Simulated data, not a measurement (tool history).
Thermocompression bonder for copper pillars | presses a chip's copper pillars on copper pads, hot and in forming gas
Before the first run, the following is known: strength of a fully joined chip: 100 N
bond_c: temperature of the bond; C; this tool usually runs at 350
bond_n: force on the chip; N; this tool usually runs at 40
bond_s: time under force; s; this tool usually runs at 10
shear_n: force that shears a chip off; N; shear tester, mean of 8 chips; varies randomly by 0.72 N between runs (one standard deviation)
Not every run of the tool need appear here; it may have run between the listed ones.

run,hour,bond_c,bond_n,bond_s,shear_n
1,0.0,350,40,10,52.1
2,72.3,350,40,10,54.2
# hour 164.1: force cell calibrated
3,166.1,350,40,21,65.9
# hour 196.1: forming gas filter changed
4,227.6,350,40,21,64.7
5,302.4,350,40,21,65.6
6,398.6,348,40,19,62.8
7,479.5,348,40,19,62.1
8,554.0,348,40,19,63.3
9,598.9,351,26,5,28.3
10,661.5,350,40,21,65.0

Forecast each of these 4 alternatives for the next run:
# hour 721.1: forming gas filter changed
A,750.7,370,41,8,?
# hour 721.1: forming gas filter changed
B,750.7,350,43,10,?
# hour 721.1: forming gas filter changed
C,750.7,323,45,5,?
# hour 721.1: forming gas filter changed
D,750.7,368,47,10,?

run,shear_n
A,59.0
B,54.9
C,35.2
D,66.2
With no hidden state in the tool, these same runs would have given:
run,shear_n
A,58.9
B,54.9
C,35.2
D,66.1

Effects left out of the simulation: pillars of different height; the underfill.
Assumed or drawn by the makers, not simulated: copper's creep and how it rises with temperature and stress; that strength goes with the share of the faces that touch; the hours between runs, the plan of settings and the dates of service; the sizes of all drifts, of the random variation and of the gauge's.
